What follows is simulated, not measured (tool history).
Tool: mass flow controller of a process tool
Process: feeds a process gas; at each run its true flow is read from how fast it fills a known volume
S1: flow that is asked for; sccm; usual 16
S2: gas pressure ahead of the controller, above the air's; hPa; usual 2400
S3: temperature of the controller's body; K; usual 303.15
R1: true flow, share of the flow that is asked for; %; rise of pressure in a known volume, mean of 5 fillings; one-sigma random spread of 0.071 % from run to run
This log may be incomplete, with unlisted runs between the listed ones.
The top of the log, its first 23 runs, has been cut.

run 24 hour=9241.3 | S1=16 S2=2400 S3=303.15 | R1=98.18
run 25 hour=9668.9 | S1=3 S2=2680 S3=304.15 | R1=94.38
run 26 hour=9997.3 | S1=3 S2=2400 S3=303.15 | R1=93.96
run 27 hour=10387.7 | S1=3 S2=2400 S3=303.15 | R1=93.68
run 28 hour=10820.2 | S1=7 S2=1540 S3=304.15 | R1=95.5
run 29 hour=11195 | S1=3 S2=2690 S3=300.15 | R1=93.52
run 30 hour=11541.5 | S1=3 S2=2690 S3=300.15 | R1=93.38
run 31 hour=12040.4 | S1=3 S2=1650 S3=295.15 | R1=92.77
run 32 hour=12483.9 | S1=13 S2=1430 S3=295.15 | R1=96.98
run 33 hour=12904.7 | S1=13 S2=1410 S3=311.15 | R1=95.33
run 34 hour=13174.8 | S1=3 S2=1640 S3=295.15 | R1=91.9
run 35 hour=13633.9 | S1=3 S2=2020 S3=297.15 | R1=91.57
run 36 hour=14153.5 | S1=3 S2=2020 S3=297.15 | R1=91.22
run 37 hour=14450.5 | S1=4 S2=2020 S3=295.15 | R1=92.69
run 38 hour=14831.6 | S1=4 S2=2020 S3=295.15 | R1=92.46
run 39 hour=15285.2 | S1=6 S2=2020 S3=295.15 | R1=94.14
run 40 hour=15530.3 | S1=3 S2=1780 S3=310.15 | R1=88.56
run 41 hour=15777.4 | S1=11 S2=2010 S3=303.15 | R1=95.09
run 42 hour=16194.9 | S1=11 S2=2010 S3=303.15 | R1=95.02
run 43 hour=16489.6 | S1=18 S2=2770 S3=300.15 | R1=96.93
-- hour=16944.1 controller's zero set anew
run 44 hour=17045.6 | S1=4 S2=2730 S3=303.15 | R1=96.65
run 45 hour=17606 | S1=16 S2=2600 S3=303.15 | R1=97.48
run 46 hour=17987.3 | S1=4 S2=1680 S3=293.15 | R1=96.44
run 47 hour=18337.4 | S1=3 S2=1590 S3=297.15 | R1=95.37

Alternative continuations, all from the tool just after run 47; predict every row:
run A hour=18777.1 | S1=16 S2=2400 S3=302.15 | R1=?
run B hour=18777.1 | S1=2 S2=2400 S3=303.15 | R1=?
run C hour=18777.1 | S1=20 S2=1730 S3=297.15 | R1=?
run D hour=18777.1 | S1=13 S2=2630 S3=295.15 | R1=?

run=A R1=97.15
run=B R1=94.07
run=C R1=97.61
run=D R1=97.6
The same runs, with their run-to-run variation unchanged, on a tool lacking any hidden condition would have given:
run=A R1=99.62
run=B R1=98.46
run=C R1=100.02
run=D R1=100.13
